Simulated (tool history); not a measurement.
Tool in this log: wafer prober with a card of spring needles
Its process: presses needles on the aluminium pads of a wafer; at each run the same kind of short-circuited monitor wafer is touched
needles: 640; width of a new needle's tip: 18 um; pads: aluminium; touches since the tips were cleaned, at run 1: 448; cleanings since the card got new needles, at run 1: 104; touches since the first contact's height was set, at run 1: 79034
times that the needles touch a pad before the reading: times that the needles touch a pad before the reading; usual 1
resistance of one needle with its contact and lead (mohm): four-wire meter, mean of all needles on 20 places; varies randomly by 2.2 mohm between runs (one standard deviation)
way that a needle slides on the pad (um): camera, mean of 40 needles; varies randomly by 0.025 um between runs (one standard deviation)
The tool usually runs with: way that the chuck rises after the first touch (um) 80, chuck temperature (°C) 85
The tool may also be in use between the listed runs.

| run | hour | way that the chuck rises after the first touch (um) | chuck temperature (°C) | times that the needles touch a pad before the reading | touches since the tips were cleaned | cleanings since the card got new needles | touches since the first contact's height was set | resistance of one needle with its contact and lead (mohm) | way that a needle slides on the pad (um) |
|---|---|---|---|---|---|---|---|---|---|
| 1 | 0.0 | 80 | 85 | 1 | 448 | 104 | 79034 | 248 | 11.93 |
|  | 11.2 | tips cleaned on abrasive film |
| 2 | 17.4 | 80 | 85 | 1 | 2922 | 105 | 87231 | 263 | 11.88 |
|  | 22.5 | tips cleaned on abrasive film |
|  | 33.7 | tips cleaned on abrasive film |
| 3 | 36.5 | 80 | 85 | 1 | 1292 | 107 | 96205 | 258 | 11.87 |
|  | 46.7 | tips cleaned on abrasive film |
|  | 59.5 | tips cleaned on abrasive film |
|  | 68.0 | height of the first contact set anew |
| 4 | 68.0 | 80 | 85 | 1 | 3898 | 109 | 0 | 271 | 12.03 |
|  | 73.2 | tips cleaned on abrasive film |
|  | 85.9 | tips cleaned on abrasive film |
| 5 | 88.7 | 80 | 85 | 1 | 1330 | 111 | 9725 | 256 | 12.05 |
|  | 97.0 | tips cleaned on abrasive film |
|  | 109.1 | tips cleaned on abrasive film |
| 6 | 117.7 | 80 | 85 | 1 | 4052 | 113 | 23388 | 271 | 12.02 |
|  | 120.1 | tips cleaned on abrasive film |
|  | 131.4 | tips cleaned on abrasive film |
| 7 | 136.8 | 80 | 80 | 1 | 2548 | 115 | 32369 | 267 | 11.99 |
|  | 143.7 | tips cleaned on abrasive film |
|  | 154.7 | tips cleaned on abrasive film |
| 8 | 154.7 | 80 | 80 | 1 | 0 | 117 | 40756 | 251 | 11.92 |
|  | 167.1 | tips cleaned on abrasive film |
| 9 | 170.6 | 80 | 80 | 1 | 1642 | 118 | 48273 | 256 | 11.94 |
|  | 178.8 | tips cleaned on abrasive film |
| 10 | 185.8 | 80 | 80 | 1 | 3325 | 119 | 55463 | 268 | 11.95 |
|  | 190.9 | tips cleaned on abrasive film |
|  | 203.0 | tips cleaned on abrasive film |
|  | 215.3 | tips cleaned on abrasive film |
| 11 | 215.3 | 91 | 85 | 1 | 0 | 122 | 69320 | 249 | 13.60 |
|  | 227.7 | tips cleaned on abrasive film |
| 12 | 237.6 | 91 | 85 | 1 | 4713 | 123 | 79868 | 268 | 13.56 |
|  | 239.6 | tips cleaned on abrasive film |
|  | 251.2 | tips cleaned on abrasive film |
|  | 262.7 | tips cleaned on abrasive film |
| 13 | 269.7 | 91 | 85 | 1 | 3292 | 126 | 94922 | 262 | 13.49 |
|  | 273.7 | tips cleaned on abrasive film |
|  | 285.9 | tips cleaned on abrasive film |
|  | 298.6 | tips cleaned on abrasive film |
| 14 | 298.6 | 91 | 85 | 1 | 0 | 129 | 108500 | 250 | 13.43 |
|  | 306.3 | height of the first contact set anew |
|  | 311.6 | tips cleaned on abrasive film |
| 15 | 313.2 | 80 | 85 | 1 | 772 | 130 | 3235 | 256 | 12.03 |
|  | 322.5 | tips cleaned on abrasive film |
|  | 334.4 | tips cleaned on abrasive film |
| 16 | 334.4 | 68 | 53 | 1 | 0 | 132 | 13209 | 243 | 10.25 |
|  | 346.6 | tips cleaned on abrasive film |
| 17 | 352.1 | 75 | 35 | 1 | 2646 | 133 | 21589 | 254 | 11.28 |
|  | 357.7 | tips cleaned on abrasive film |
|  | 368.8 | tips cleaned on abrasive film |
| 18 | 371.5 | 84 | 35 | 2 | 1276 | 135 | 30667 | 234 | 12.58 |
|  | 381.2 | tips cleaned on abrasive film |
|  | 392.6 | tips cleaned on abrasive film |
| 19 | 393.0 | 84 | 35 | 2 | 165 | 137 | 40775 | 234 | 12.57 |
|  | 403.6 | tips cleaned on abrasive film |
| 20 | 414.4 | 80 | 50 | 1 | 5105 | 138 | 50897 | 264 | 11.94 |
|  | 415.9 | tips cleaned on abrasive film |
|  | 427.3 | tips cleaned on abrasive film |
|  | 439.2 | tips cleaned on abrasive film |
| 21 | 439.5 | 67 | 85 | 1 | 162 | 141 | 62693 | 247 | 9.94 |
|  | 452.0 | tips cleaned on abrasive film |
|  | 463.5 | tips cleaned on abrasive film |
| 22 | 467.5 | 67 | 85 | 1 | 1925 | 143 | 75903 | 265 | 9.95 |
|  | 475.7 | tips cleaned on abrasive film |
| 23 | 483.5 | 67 | 85 | 1 | 3709 | 144 | 83449 | 278 | 9.95 |
|  | 488.6 | tips cleaned on abrasive film |
|  | 499.9 | tips cleaned on abrasive film |
|  | 512.5 | tips cleaned on abrasive film |
| 24 | 514.6 | 67 | 85 | 1 | 1003 | 147 | 98054 | 259 | 9.84 |
|  | 524.2 | tips cleaned on abrasive film |
| 25 | 533.7 | 68 | 85 | 2 | 4510 | 148 | 107078 | 269 | 10.01 |
|  | 536.0 | tips cleaned on abrasive film |
|  | 543.6 | height of the first contact set anew |
|  | 547.6 | tips cleaned on abrasive film |
| 26 | 552.9 | 68 | 85 | 2 | 2496 | 150 | 4366 | 263 | 10.24 |
|  | 559.7 | tips cleaned on abrasive film |
| 27 | 566.5 | 84 | 38 | 2 | 3242 | 151 | 10794 | 249 | 12.66 |
|  | 571.2 | tips cleaned on abrasive film |
|  | 583.4 | tips cleaned on abrasive film |
|  | 594.9 | tips cleaned on abrasive film |
| 28 | 599.7 | 89 | 85 | 1 | 2304 | 154 | 26423 | 254 | 13.40 |
|  | 606.2 | tips cleaned on abrasive film |
|  | 617.7 | tips cleaned on abrasive film |
| 29 | 625.1 | 89 | 41 | 1 | 3516 | 156 | 38350 | 253 | 13.39 |
|  | 629.9 | tips cleaned on abrasive film |
|  | 642.5 | tips cleaned on abrasive film |
| 30 | 643.9 | 89 | 75 | 1 | 672 | 158 | 47183 | 249 | 13.32 |

Branching from run 30: 5 alternative next runs. What would each branch give?
|  | 654.3 | tips cleaned on abrasive film |
| A | 664.3 | 80 | 103 | 1 | 4778 | 159 | 56849 | ? | ? |
|  | 654.3 | tips cleaned on abrasive film |
| B | 664.3 | 89 | 59 | 2 | 4778 | 159 | 56849 | ? | ? |
|  | 654.3 | tips cleaned on abrasive film |
| C | 664.3 | 64 | 103 | 1 | 4778 | 159 | 56849 | ? | ? |
|  | 654.3 | tips cleaned on abrasive film |
| D | 664.3 | 60 | 39 | 3 | 4778 | 159 | 56849 | ? | ? |
|  | 654.3 | tips cleaned on abrasive film |
| E | 664.3 | 87 | 85 | 1 | 4778 | 159 | 56849 | ? | ? |

| run | resistance of one needle with its contact and lead (mohm) | way that a needle slides on the pad (um) |
|---|---|---|
| A | 278 | 11.97 |
| B | 252 | 13.30 |
| C | 294 | 9.52 |
| D | 258 | 8.93 |
| E | 267 | 13.00 |
With no hidden state in the tool, these same runs would have given:
| run | resistance of one needle with its contact and lead (mohm) | way that a needle slides on the pad (um) |
|---|---|---|
| A | 249 | 12.09 |
| B | 236 | 13.42 |
| C | 251 | 9.64 |
| D | 237 | 9.05 |
| E | 242 | 13.11 |
